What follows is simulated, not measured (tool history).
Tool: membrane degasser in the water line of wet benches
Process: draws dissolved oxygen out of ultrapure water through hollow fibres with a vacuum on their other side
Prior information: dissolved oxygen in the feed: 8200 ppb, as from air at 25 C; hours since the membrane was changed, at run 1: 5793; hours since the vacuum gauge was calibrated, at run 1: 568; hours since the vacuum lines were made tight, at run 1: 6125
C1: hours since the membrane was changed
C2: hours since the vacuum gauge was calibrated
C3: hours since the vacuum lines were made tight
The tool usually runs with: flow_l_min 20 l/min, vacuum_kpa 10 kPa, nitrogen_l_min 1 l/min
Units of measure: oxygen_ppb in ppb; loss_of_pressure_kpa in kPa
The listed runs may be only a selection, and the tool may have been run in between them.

{"run": 1, "hour": 0.0, "flow_l_min": 20, "vacuum_kpa": 10, "nitrogen_l_min": 1, "C1": 5793, "C2": 568, "C3": 6125, "oxygen_ppb": 395.6, "loss_of_pressure_kpa": 26.09}
{"run": 2, "hour": 168.9, "flow_l_min": 20, "vacuum_kpa": 14.1, "nitrogen_l_min": 1, "C1": 5961, "C2": 737, "C3": 6294, "oxygen_ppb": 555.1, "loss_of_pressure_kpa": 26.19}
{"run": 3, "hour": 343.9, "flow_l_min": 20, "vacuum_kpa": 10, "nitrogen_l_min": 2.46, "C1": 6136, "C2": 912, "C3": 6469, "oxygen_ppb": 231.5, "loss_of_pressure_kpa": 26.33}
{"run": 4, "hour": 524.6, "flow_l_min": 20, "vacuum_kpa": 10, "nitrogen_l_min": 1, "C1": 6317, "C2": 1092, "C3": 6649, "oxygen_ppb": 395.3, "loss_of_pressure_kpa": 25.9}
{"run": 5, "hour": 691.2, "flow_l_min": 20, "vacuum_kpa": 10, "nitrogen_l_min": 1, "C1": 6484, "C2": 1259, "C3": 6816, "oxygen_ppb": 396.7, "loss_of_pressure_kpa": 26.14}
{"run": 6, "hour": 901.9, "flow_l_min": 20, "vacuum_kpa": 10, "nitrogen_l_min": 1, "C1": 6694, "C2": 1470, "C3": 7027, "oxygen_ppb": 396, "loss_of_pressure_kpa": 26.12}
{"run": 7, "hour": 1050.5, "flow_l_min": 20, "vacuum_kpa": 10, "nitrogen_l_min": 1, "C1": 6843, "C2": 1618, "C3": 7175, "oxygen_ppb": 395.8, "loss_of_pressure_kpa": 26.08}
{"run": 8, "hour": 1305.0, "flow_l_min": 20, "vacuum_kpa": 10, "nitrogen_l_min": 1, "C1": 7098, "C2": 1873, "C3": 7430, "oxygen_ppb": 396.8, "loss_of_pressure_kpa": 26.23}
{"run": 9, "hour": 1494.7, "flow_l_min": 20, "vacuum_kpa": 10, "nitrogen_l_min": 1, "C1": 7287, "C2": 2063, "C3": 7620, "oxygen_ppb": 393.2, "loss_of_pressure_kpa": 26.16}
{"run": 10, "hour": 1695.0, "flow_l_min": 20, "vacuum_kpa": 10, "nitrogen_l_min": 1, "C1": 7488, "C2": 2263, "C3": 7820, "oxygen_ppb": 392.7, "loss_of_pressure_kpa": 26.14}
{"hour": 1800.8, "done": "seals of the vacuum lines changed"}
{"run": 11, "hour": 1909.9, "flow_l_min": 15, "vacuum_kpa": 10, "nitrogen_l_min": 1, "C1": 7700, "C2": 2476, "C3": 109, "oxygen_ppb": 283.8, "loss_of_pressure_kpa": 19.68}
{"run": 12, "hour": 2061.6, "flow_l_min": 20, "vacuum_kpa": 10, "nitrogen_l_min": 1.94, "C1": 7852, "C2": 2627, "C3": 261, "oxygen_ppb": 265.8, "loss_of_pressure_kpa": 26.38}
{"run": 13, "hour": 2319.4, "flow_l_min": 20, "vacuum_kpa": 6.5, "nitrogen_l_min": 1.94, "C1": 8110, "C2": 2885, "C3": 519, "oxygen_ppb": 183.4, "loss_of_pressure_kpa": 26.29}
{"run": 14, "hour": 2524.3, "flow_l_min": 20, "vacuum_kpa": 6.5, "nitrogen_l_min": 1.94, "C1": 8315, "C2": 3090, "C3": 724, "oxygen_ppb": 183.8, "loss_of_pressure_kpa": 26.23}
{"hour": 2736.1, "done": "vacuum gauge calibrated"}
{"run": 15, "hour": 2798.9, "flow_l_min": 20, "vacuum_kpa": 10, "nitrogen_l_min": 1, "C1": 8589, "C2": 63, "C3": 998, "oxygen_ppb": 393, "loss_of_pressure_kpa": 26.3}
{"run": 16, "hour": 2940.9, "flow_l_min": 20, "vacuum_kpa": 10, "nitrogen_l_min": 1, "C1": 8731, "C2": 205, "C3": 1140, "oxygen_ppb": 392.6, "loss_of_pressure_kpa": 26.28}
{"run": 17, "hour": 3077.3, "flow_l_min": 20, "vacuum_kpa": 10, "nitrogen_l_min": 1, "C1": 8867, "C2": 341, "C3": 1276, "oxygen_ppb": 392.2, "loss_of_pressure_kpa": 26.38}
{"run": 18, "hour": 3309.5, "flow_l_min": 13, "vacuum_kpa": 10, "nitrogen_l_min": 0.83, "C1": 9100, "C2": 573, "C3": 1508, "oxygen_ppb": 280.6, "loss_of_pressure_kpa": 17.04}
{"run": 19, "hour": 3578.9, "flow_l_min": 20, "vacuum_kpa": 10.9, "nitrogen_l_min": 1, "C1": 9369, "C2": 843, "C3": 1778, "oxygen_ppb": 431.2, "loss_of_pressure_kpa": 26.13}
{"run": 20, "hour": 3702.9, "flow_l_min": 20, "vacuum_kpa": 10.9, "nitrogen_l_min": 1, "C1": 9493, "C2": 967, "C3": 1902, "oxygen_ppb": 433.4, "loss_of_pressure_kpa": 26.3}
{"run": 21, "hour": 3840.4, "flow_l_min": 20, "vacuum_kpa": 10.9, "nitrogen_l_min": 1, "C1": 9630, "C2": 1104, "C3": 2039, "oxygen_ppb": 432, "loss_of_pressure_kpa": 26.51}
{"run": 22, "hour": 4090.1, "flow_l_min": 20, "vacuum_kpa": 10.9, "nitrogen_l_min": 1.65, "C1": 9880, "C2": 1354, "C3": 2289, "oxygen_ppb": 315.7, "loss_of_pressure_kpa": 26.3}
{"run": 23, "hour": 4227.3, "flow_l_min": 20, "vacuum_kpa": 10.9, "nitrogen_l_min": 2.15, "C1": 10017, "C2": 1491, "C3": 2426, "oxygen_ppb": 271.1, "loss_of_pressure_kpa": 26.47}
{"run": 24, "hour": 4467.8, "flow_l_min": 13, "vacuum_kpa": 6, "nitrogen_l_min": 2.15, "C1": 10258, "C2": 1732, "C3": 2667, "oxygen_ppb": 85.1, "loss_of_pressure_kpa": 17.06}
{"run": 25, "hour": 4615.6, "flow_l_min": 26, "vacuum_kpa": 14.5, "nitrogen_l_min": 1.59, "C1": 10406, "C2": 1880, "C3": 2814, "oxygen_ppb": 561.7, "loss_of_pressure_kpa": 34.49}
{"run": 26, "hour": 4755.3, "flow_l_min": 20, "vacuum_kpa": 13.7, "nitrogen_l_min": 1.1, "C1": 10545, "C2": 2019, "C3": 2954, "oxygen_ppb": 512, "loss_of_pressure_kpa": 26.43}
{"run": 27, "hour": 4903.8, "flow_l_min": 12, "vacuum_kpa": 13.7, "nitrogen_l_min": 1.1, "C1": 10694, "C2": 2168, "C3": 3102, "oxygen_ppb": 299.9, "loss_of_pressure_kpa": 15.9}
{"run": 28, "hour": 5046.0, "flow_l_min": 30, "vacuum_kpa": 12.1, "nitrogen_l_min": 0.53, "C1": 10836, "C2": 2310, "C3": 3245, "oxygen_ppb": 1034.4, "loss_of_pressure_kpa": 39.6}
{"run": 29, "hour": 5213.0, "flow_l_min": 20, "vacuum_kpa": 10, "nitrogen_l_min": 2.04, "C1": 11003, "C2": 2477, "C3": 3412, "oxygen_ppb": 259.5, "loss_of_pressure_kpa": 26.36}
{"run": 30, "hour": 5402.5, "flow_l_min": 30, "vacuum_kpa": 13.4, "nitrogen_l_min": 1, "C1": 11193, "C2": 2666, "C3": 3601, "oxygen_ppb": 795.5, "loss_of_pressure_kpa": 39.79}
{"run": 31, "hour": 5565.4, "flow_l_min": 15, "vacuum_kpa": 9, "nitrogen_l_min": 1.04, "C1": 11355, "C2": 2829, "C3": 3764, "oxygen_ppb": 249.4, "loss_of_pressure_kpa": 19.79}
{"run": 32, "hour": 5810.9, "flow_l_min": 20, "vacuum_kpa": 10.6, "nitrogen_l_min": 1.53, "C1": 11601, "C2": 3075, "C3": 4010, "oxygen_ppb": 327.1, "loss_of_pressure_kpa": 26.45}

Here are 3 independent what-if runs from the current tool condition. What would each one return?
{"run": "A", "hour": 6015.1, "flow_l_min": 15, "vacuum_kpa": 11.2, "nitrogen_l_min": 1.55, "C1": 11805, "C2": 3279, "C3": 4214, "oxygen_ppb": "?", "loss_of_pressure_kpa": "?"}
{"run": "B", "hour": 6015.1, "flow_l_min": 15, "vacuum_kpa": 12.5, "nitrogen_l_min": 1.07, "C1": 11805, "C2": 3279, "C3": 4214, "oxygen_ppb": "?", "loss_of_pressure_kpa": "?"}
{"run": "C", "hour": 6015.1, "flow_l_min": 23, "vacuum_kpa": 8.8, "nitrogen_l_min": 1.53, "C1": 11805, "C2": 3279, "C3": 4214, "oxygen_ppb": "?", "loss_of_pressure_kpa": "?"}

run=A oxygen_ppb=243 loss_of_pressure_kpa=19.76
run=B oxygen_ppb=352.9 loss_of_pressure_kpa=19.99
run=C oxygen_ppb=328.7 loss_of_pressure_kpa=30.39
Had the tool no hidden state, the same runs would have come out as:
run=A oxygen_ppb=232.2 loss_of_pressure_kpa=19.2
run=B oxygen_ppb=341.2 loss_of_pressure_kpa=19.43
run=C oxygen_ppb=311.1 loss_of_pressure_kpa=29.53
